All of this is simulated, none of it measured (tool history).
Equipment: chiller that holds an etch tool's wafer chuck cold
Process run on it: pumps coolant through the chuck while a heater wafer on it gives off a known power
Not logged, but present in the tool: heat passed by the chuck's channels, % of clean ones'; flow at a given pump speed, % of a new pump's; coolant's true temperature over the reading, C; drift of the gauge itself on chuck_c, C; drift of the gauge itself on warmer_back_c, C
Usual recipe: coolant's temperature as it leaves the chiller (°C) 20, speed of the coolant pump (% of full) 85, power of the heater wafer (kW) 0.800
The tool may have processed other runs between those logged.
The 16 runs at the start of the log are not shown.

run	hour	coolant's temperature as it leaves the chiller (°C)	speed of the coolant pump (% of full)	power of the heater wafer (kW)	hours since the coolant was changed and the channels were flushed	hours since the pump was overhauled	hours since the chiller's thermometer was calibrated	chuck's temperature once it has settled (°C)	how much warmer the coolant comes back (C)
# hour 861.4: chiller's thermometer calibrated
17	913.1	20	85	0.800	1089	2635	52	25.23	2.91
18	946.5	12	99	0.800	1122	2669	85	17.10	2.49
19	1018.7	12	99	0.800	1194	2741	157	16.83	2.50
20	1060.8	20	68	0.896	1236	2783	199	26.97	4.00
21	1101.9	20	68	0.896	1277	2824	240	27.00	4.01
22	1163.4	29	74	1.199	1339	2886	302	37.97	4.93
# hour 1173.3: chiller's thermometer calibrated, once more
23	1207.9	29	74	1.199	1382	2929	35	38.17	4.96
24	1251.3	23	90	1.046	1426	2973	78	30.24	3.55
25	1313.7	29	80	0.531	1488	3035	140	32.95	2.03
26	1373.7	27	72	0.775	1548	3095	200	33.15	3.30
27	1427.6	20	85	0.533	1602	3149	254	23.89	1.96
28	1482.5	20	78	0.962	1657	3204	309	27.23	3.83
29	1549.1	14	91	0.962	1724	3270	376	20.64	3.27
30	1618.0	14	91	0.962	1792	3339	445	20.53	3.32
31	1658.8	22	91	0.521	1833	3380	486	25.60	1.79

Branching from run 31: 4 alternative next runs. What would each branch give?
A	1722.7	23	61	0.800	1897	3444	549	?	?
B	1722.7	24	74	0.522	1897	3444	549	?	?
C	1722.7	24	85	0.649	1897	3444	549	?	?
D	1722.7	22	91	0.500	1897	3444	549	?	?

run	chuck's temperature once it has settled (°C)	how much warmer the coolant comes back (C)
A	29.90	4.01
B	28.03	2.17
C	28.55	2.40
D	25.45	1.71
What these runs would have given with no unlogged condition in the tool:
run	chuck's temperature once it has settled (°C)	how much warmer the coolant comes back (C)
A	29.20	3.68
B	27.62	1.99
C	28.07	2.21
D	25.10	1.57

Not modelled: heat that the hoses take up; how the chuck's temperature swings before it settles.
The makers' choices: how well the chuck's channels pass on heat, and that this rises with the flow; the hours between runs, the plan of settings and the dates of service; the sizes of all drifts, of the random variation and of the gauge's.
